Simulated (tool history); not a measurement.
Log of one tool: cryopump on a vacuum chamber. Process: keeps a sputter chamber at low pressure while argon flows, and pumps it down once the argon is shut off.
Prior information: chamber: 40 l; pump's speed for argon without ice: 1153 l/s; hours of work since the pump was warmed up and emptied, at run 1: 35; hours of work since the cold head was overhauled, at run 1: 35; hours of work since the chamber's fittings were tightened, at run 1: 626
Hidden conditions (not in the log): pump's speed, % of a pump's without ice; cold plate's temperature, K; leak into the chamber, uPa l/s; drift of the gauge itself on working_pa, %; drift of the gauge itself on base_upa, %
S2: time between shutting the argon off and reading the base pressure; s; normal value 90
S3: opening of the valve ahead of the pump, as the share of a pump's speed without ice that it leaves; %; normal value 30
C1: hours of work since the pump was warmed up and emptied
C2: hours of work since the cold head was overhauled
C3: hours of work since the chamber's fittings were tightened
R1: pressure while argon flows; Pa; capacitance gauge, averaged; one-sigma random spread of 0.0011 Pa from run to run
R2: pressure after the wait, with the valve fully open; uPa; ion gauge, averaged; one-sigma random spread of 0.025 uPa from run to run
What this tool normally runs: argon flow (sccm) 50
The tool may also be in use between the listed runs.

run 1 day=0 | argon_flow_(sccm)=50 S2=90 S3=30 | C1=35 C2=35 C3=626 | R1=0.2469 R2=1.77
run 2 day=1.058 | argon_flow_(sccm)=50 S2=90 S3=39 | C1=46 C2=46 C3=636 | R1=0.19 R2=1.72
run 3 day=2.529 | argon_flow_(sccm)=50 S2=137 S3=30 | C1=61 C2=61 C3=652 | R1=0.2491 R2=1.44
run 4 day=3.458 | argon_flow_(sccm)=50 S2=90 S3=30 | C1=70 C2=70 C3=661 | R1=0.2489 R2=1.74
run 5 day=5.446 | argon_flow_(sccm)=50 S2=90 S3=24 | C1=91 C2=91 C3=681 | R1=0.3071 R2=1.83
run 6 day=6.562 | argon_flow_(sccm)=50 S2=90 S3=30 | C1=102 C2=102 C3=693 | R1=0.2495 R2=1.81
run 7 day=8.45 | argon_flow_(sccm)=50 S2=90 S3=30 | C1=122 C2=122 C3=712 | R1=0.2492 R2=1.84
run 8 day=10.279 | argon_flow_(sccm)=50 S2=90 S3=30 | C1=140 C2=140 C3=731 | R1=0.2474 R2=1.92
run 9 day=12.117 | argon_flow_(sccm)=50 S2=90 S3=30 | C1=159 C2=159 C3=750 | R1=0.2515 R2=1.91
run 10 day=13.904 | argon_flow_(sccm)=50 S2=90 S3=30 | C1=178 C2=178 C3=768 | R1=0.2527 R2=1.98
run 11 day=15.958 | argon_flow_(sccm)=50 S2=90 S3=30 | C1=199 C2=199 C3=789 | R1=0.2521 R2=1.95
run 12 day=17.275 | argon_flow_(sccm)=50 S2=90 S3=30 | C1=212 C2=212 C3=803 | R1=0.2534 R2=2.04
run 13 day=19.292 | argon_flow_(sccm)=50 S2=90 S3=30 | C1=233 C2=233 C3=823 | R1=0.2558 R2=2.11
run 14 day=21.3 | argon_flow_(sccm)=50 S2=90 S3=30 | C1=253 C2=253 C3=844 | R1=0.2565 R2=2.12
run 15 day=22.633 | argon_flow_(sccm)=50 S2=90 S3=30 | C1=267 C2=267 C3=857 | R1=0.2577 R2=2.15
run 16 day=24.008 | argon_flow_(sccm)=50 S2=90 S3=30 | C1=281 C2=281 C3=872 | R1=0.2588 R2=2.19
run 17 day=24.992 | argon_flow_(sccm)=50 S2=90 S3=30 | C1=291 C2=291 C3=882 | R1=0.2598 R2=2.15
run 18 day=26.9 | argon_flow_(sccm)=50 S2=90 S3=30 | C1=311 C2=311 C3=901 | R1=0.2585 R2=2.16
run 19 day=28.275 | argon_flow_(sccm)=50 S2=90 S3=30 | C1=325 C2=325 C3=915 | R1=0.2637 R2=2.21
run 20 day=30.104 | argon_flow_(sccm)=28 S2=90 S3=21 | C1=343 C2=343 C3=934 | R1=0.2059 R2=2.29
run 21 day=31.417 | argon_flow_(sccm)=50 S2=120 S3=30 | C1=357 C2=357 C3=948 | R1=0.2617 R2=2.03
run 22 day=33.175 | argon_flow_(sccm)=50 S2=120 S3=22 | C1=375 C2=375 C3=966 | R1=0.3486 R2=2.22
run 23 day=35.242 | argon_flow_(sccm)=46 S2=133 S3=20 | C1=396 C2=396 C3=987 | R1=0.3565 R2=2.14
run 24 day=36.233 | argon_flow_(sccm)=47 S2=67 S3=30 | C1=406 C2=406 C3=997 | R1=0.2506 R2=2.64
run 25 day=37.242 | argon_flow_(sccm)=24 S2=90 S3=24 | C1=417 C2=417 C3=1007 | R1=0.1573 R2=2.44
run 26 day=38.888 | argon_flow_(sccm)=60 S2=31 S3=21 | C1=433 C2=433 C3=1024 | R1=0.4487 R2=3.93
-- day=40.638 pump warmed up, emptied and cooled again
run 27 day=41.104 | argon_flow_(sccm)=26 S2=90 S3=26 | C1=5 C2=454 C3=1045 | R1=0.1471 R2=2.1
run 28 day=43.15 | argon_flow_(sccm)=20 S2=56 S3=28 | C1=26 C2=475 C3=1066 | R1=0.1062 R2=2.66
run 29 day=44.262 | argon_flow_(sccm)=40 S2=90 S3=30 | C1=37 C2=486 C3=1077 | R1=0.1978 R2=2.16
run 30 day=45.554 | argon_flow_(sccm)=44 S2=90 S3=56 | C1=50 C2=500 C3=1090 | R1=0.1176 R2=2.17
run 31 day=46.958 | argon_flow_(sccm)=88 S2=25 S3=37 | C1=65 C2=514 C3=1105 | R1=0.3541 R2=4.16
run 32 day=48.971 | argon_flow_(sccm)=47 S2=143 S3=22 | C1=85 C2=535 C3=1125 | R1=0.3182 R2=2.03
run 33 day=50.292 | argon_flow_(sccm)=46 S2=90 S3=20 | C1=99 C2=548 C3=1139 | R1=0.3425 R2=2.34
run 34 day=52.179 | argon_flow_(sccm)=40 S2=66 S3=34 | C1=118 C2=568 C3=1158 | R1=0.177 R2=2.63
run 35 day=53.408 | argon_flow_(sccm)=40 S2=66 S3=34 | C1=131 C2=580 C3=1171 | R1=0.177 R2=2.61

What differs in the tool's unlogged condition from the final listed run ahead of each entry between runs to the first listed run following it?
Run 26 -> run 27: pump warmed up, emptied and cooled again (day 40.638)
  pump's speed, % of a pump's without ice: 76.5 -> 99.2; cold plate's temperature, K: 12.45 -> 12.46; leak into the chamber, uPa l/s: 1577 -> 1601
  difference, measured minus the result without the unlogged condition, R1: +0.0282 -> +0.0007 Pa; R2: +1.56 -> +1.14 uPa
